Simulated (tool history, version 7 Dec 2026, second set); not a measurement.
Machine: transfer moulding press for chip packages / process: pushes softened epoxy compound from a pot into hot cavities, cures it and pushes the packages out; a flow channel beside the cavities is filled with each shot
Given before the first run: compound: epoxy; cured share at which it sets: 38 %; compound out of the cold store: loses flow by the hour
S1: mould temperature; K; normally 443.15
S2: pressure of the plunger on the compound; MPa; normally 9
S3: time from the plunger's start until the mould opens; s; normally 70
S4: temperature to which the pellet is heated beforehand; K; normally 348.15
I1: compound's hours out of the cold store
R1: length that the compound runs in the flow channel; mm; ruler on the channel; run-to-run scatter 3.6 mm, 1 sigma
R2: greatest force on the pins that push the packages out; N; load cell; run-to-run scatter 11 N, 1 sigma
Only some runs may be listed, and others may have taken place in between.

| run | day | S1 | S2 | S3 | S4 | I1 | R1 | R2 |
|---|---|---|---|---|---|---|---|---|
| 1 | 0 | 443.15 | 9 | 70 | 348.15 | 15 | 693 | 494 |
| 2 | 0.508 | 443.15 | 9 | 70 | 348.15 | 13 | 700 | 705 |
| 3 | 1.054 | 443.15 | 9 | 70 | 348.15 | 45.6 | 602 | 769 |
| 4 | 1.65 | 443.15 | 9 | 70 | 348.15 | 25.5 | 661 | 885 |
| 5 | 2.183 | 443.15 | 8.56 | 70 | 348.15 | 25.1 | 646 | 950 |
| 6 | 2.638 | 443.15 | 9 | 70 | 345.15 | 48 | 601 | 947 |
| 7 | 2.896 | 443.15 | 9 | 70 | 345.15 | 22.6 | 662 | 963 |
|  | 3.333 | cavities cleaned with cleaning compound and waxed |
| 8 | 3.342 | 443.15 | 9 | 91 | 348.15 | 9.2 | 703 | 396 |
| 9 | 3.629 | 443.15 | 9 | 70 | 348.15 | 39.5 | 616 | 590 |
| 10 | 4.054 | 443.15 | 9 | 70 | 348.15 | 31.9 | 632 | 727 |
|  | 4.329 | plunger's sealing rings changed |
| 11 | 4.717 | 443.15 | 9 | 70 | 348.15 | 34.2 | 655 | 808 |
| 12 | 5.108 | 443.15 | 9 | 70 | 348.15 | 11.4 | 722 | 901 |
| 13 | 5.471 | 443.15 | 9 | 70 | 348.15 | 27.1 | 673 | 896 |
| 14 | 5.85 | 443.15 | 9 | 70 | 348.15 | 19.6 | 701 | 950 |
| 15 | 6.325 | 446.15 | 9 | 70 | 348.15 | 32.5 | 643 | 854 |
|  | 6.792 | cavities cleaned with cleaning compound and waxed |
| 16 | 6.925 | 435.15 | 7.77 | 70 | 358.15 | 37.9 | 609 | 967 |
| 17 | 7.5 | 435.15 | 7.77 | 67 | 358.15 | 24.9 | 657 | 1422 |
| 18 | 7.954 | 435.15 | 7.77 | 67 | 358.15 | 30.6 | 633 | 1561 |
| 19 | 8.296 | 447.15 | 7 | 74 | 355.15 | 19 | 595 | 669 |
| 20 | 8.667 | 441.15 | 7.88 | 76 | 353.15 | 23.5 | 640 | 892 |
| 21 | 9.133 | 439.15 | 9 | 70 | 348.15 | 29.1 | 673 | 1274 |
| 22 | 9.396 | 438.15 | 7.08 | 70 | 348.15 | 44.9 | 558 | 1299 |
| 23 | 9.942 | 438.15 | 9.37 | 66 | 339.15 | 29.4 | 688 | 1650 |
|  | 10.125 | cavities cleaned with cleaning compound and waxed |
| 24 | 10.5 | 443.15 | 9 | 71 | 350.15 | 8.7 | 720 | 636 |
| 25 | 11.071 | 443.15 | 9 | 71 | 350.15 | 9.1 | 723 | 805 |
| 26 | 11.425 | 443.15 | 9 | 71 | 339.15 | 18.8 | 689 | 837 |
| 27 | 11.988 | 443.15 | 9 | 71 | 339.15 | 8.3 | 717 | 950 |
| 28 | 12.604 | 443.15 | 9.19 | 105 | 348.15 | 42.5 | 622 | 719 |

Predict each of these 4 candidate next runs independently; none follows another, all start after run 28:
| A | 12.908 | 443.15 | 7 | 50 | 348.15 | 18.6 | ? | ? |
| B | 12.908 | 443.15 | 9.19 | 105 | 355.15 | 11.2 | ? | ? |
| C | 12.908 | 438.15 | 9 | 70 | 341.15 | 38 | ? | ? |
| D | 12.908 | 443.15 | 9 | 100 | 353.15 | 36.9 | ? | ? |

| run | R1 | R2 |
|---|---|---|
| A | 601 | 2307 |
| B | 721 | 711 |
| C | 639 | 1330 |
| D | 629 | 744 |
Stripped of hidden state, with their random variation kept, the same runs would have yielded:
| run | R1 | R2 |
|---|---|---|
| A | 619 | 1206 |
| B | 742 | 354 |
| C | 658 | 700 |
| D | 647 | 374 |
